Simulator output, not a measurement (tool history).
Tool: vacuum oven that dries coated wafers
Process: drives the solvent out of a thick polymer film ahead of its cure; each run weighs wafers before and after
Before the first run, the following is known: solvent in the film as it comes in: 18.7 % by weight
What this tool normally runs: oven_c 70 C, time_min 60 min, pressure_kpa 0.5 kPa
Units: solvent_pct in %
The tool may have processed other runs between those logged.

| run | hour | oven_c | time_min | pressure_kpa | solvent_pct |
|---|---|---|---|---|---|
| 1 | 0 | 70 | 60 | 0.5 | 3.76 |
| 2 | 22.4 | 70 | 60 | 0.5 | 3.7 |
| 3 | 35.5 | 58 | 60 | 0.5 | 8.03 |
| 4 | 57.5 | 70 | 60 | 0.718 | 3.68 |
| 5 | 72.4 | 70 | 31 | 0.5 | 7.14 |
| 6 | 100.8 | 63 | 31 | 0.5 | 9.58 |
| 7 | 120.3 | 56 | 60 | 0.5 | 8.71 |
| 8 | 134.3 | 56 | 60 | 0.5 | 8.93 |
| 9 | 153.2 | 56 | 60 | 0.5 | 8.76 |
| 10 | 175.4 | 56 | 60 | 0.5 | 8.66 |
| 11 | 204.7 | 56 | 60 | 0.5 | 8.62 |
| 12 | 223.8 | 56 | 60 | 0.5 | 8.79 |
| 13 | 250.8 | 56 | 60 | 0.5 | 8.57 |
| 14 | 280.3 | 56 | 60 | 0.5 | 8.58 |
| 15 | 305.4 | 56 | 60 | 0.5 | 8.74 |
| 16 | 332.8 | 56 | 60 | 0.5 | 8.39 |
| 17 | 355.3 | 70 | 60 | 0.5 | 3.48 |
| 18 | 371.4 | 70 | 60 | 0.5 | 3.39 |
| 19 | 396.5 | 70 | 40 | 0.5 | 5.64 |
| 20 | 419.3 | 70 | 60 | 0.5 | 3.56 |
| 21 | 432.2 | 70 | 60 | 0.5 | 3.55 |
| 22 | 444.6 | 70 | 60 | 0.5 | 3.49 |
| 23 | 470.4 | 77 | 60 | 0.5 | 1.64 |
| 24 | 485.6 | 77 | 60 | 0.5 | 1.62 |
| 25 | 508.1 | 77 | 60 | 0.5 | 1.64 |
| 26 | 527.2 | 77 | 60 | 0.5 | 1.63 |
| 27 | 547.7 | 62 | 67 | 0.5 | 5.62 |
| 28 | 562 | 71 | 62 | 0.296 | 2.81 |
| 29 | 578.1 | 70 | 38 | 0.624 | 5.99 |
| 30 | 598.5 | 79 | 73 | 0.5 | 0.75 |
| 31 | 611.1 | 79 | 57 | 0.939 | 1.54 |
| 32 | 630.9 | 71 | 44 | 0.277 | 4.65 |
| 33 | 656.9 | 70 | 89 | 0.395 | 1.7 |
| 34 | 678.7 | 70 | 89 | 0.395 | 1.67 |
| 35 | 695.6 | 70 | 89 | 0.395 | 1.77 |
| 36 | 717 | 64 | 101 | 0.5 | 2.9 |
| 37 | 733.2 | 67 | 60 | 0.818 | 4.54 |
| 38 | 749.6 | 67 | 60 | 0.818 | 4.51 |
| 39 | 761.7 | 62 | 52 | 0.5 | 6.92 |
| 40 | 780 | 84 | 54 | 0.7 | 0.77 |
| 41 | 796.6 | 84 | 54 | 0.7 | 0.75 |
| 42 | 811.6 | 84 | 54 | 0.844 | 0.82 |
| 43 | 839.6 | 73 | 100 | 0.508 | 0.94 |
| 44 | 858.3 | 73 | 100 | 0.508 | 0.89 |
| 45 | 880.9 | 70 | 46 | 1.783 | 5.17 |
| 46 | 894 | 70 | 46 | 1.783 | 5.23 |

Per-run results on a tool with no hidden state, each run keeping its own random variation:
Hidden conditions of the tool in this case: true wafer temperature over the reading, C; true pressure over the reading, kPa; drift of the gauge itself on solvent_pct, %.
| run | solvent_pct |
|---|---|
| 1 | 3.73 |
| 2 | 3.69 |
| 3 | 8.02 |
| 4 | 3.68 |
| 5 | 7.16 |
| 6 | 9.6 |
| 7 | 8.73 |
| 8 | 8.96 |
| 9 | 8.8 |
| 10 | 8.71 |
| 11 | 8.68 |
| 12 | 8.86 |
| 13 | 8.65 |
| 14 | 8.68 |
| 15 | 8.85 |
| 16 | 8.51 |
| 17 | 3.61 |
| 18 | 3.52 |
| 19 | 5.82 |
| 20 | 3.72 |
| 21 | 3.71 |
| 22 | 3.65 |
| 23 | 1.74 |
| 24 | 1.72 |
| 25 | 1.75 |
| 26 | 1.74 |
| 27 | 5.85 |
| 28 | 3 |
| 29 | 6.26 |
| 30 | 0.79 |
| 31 | 1.66 |
| 32 | 4.93 |
| 33 | 1.84 |
| 34 | 1.81 |
| 35 | 1.92 |
| 36 | 3.13 |
| 37 | 4.86 |
| 38 | 4.83 |
| 39 | 7.26 |
| 40 | 0.85 |
| 41 | 0.83 |
| 42 | 0.9 |
| 43 | 1.01 |
| 44 | 0.97 |
| 45 | 5.57 |
| 46 | 5.66 |

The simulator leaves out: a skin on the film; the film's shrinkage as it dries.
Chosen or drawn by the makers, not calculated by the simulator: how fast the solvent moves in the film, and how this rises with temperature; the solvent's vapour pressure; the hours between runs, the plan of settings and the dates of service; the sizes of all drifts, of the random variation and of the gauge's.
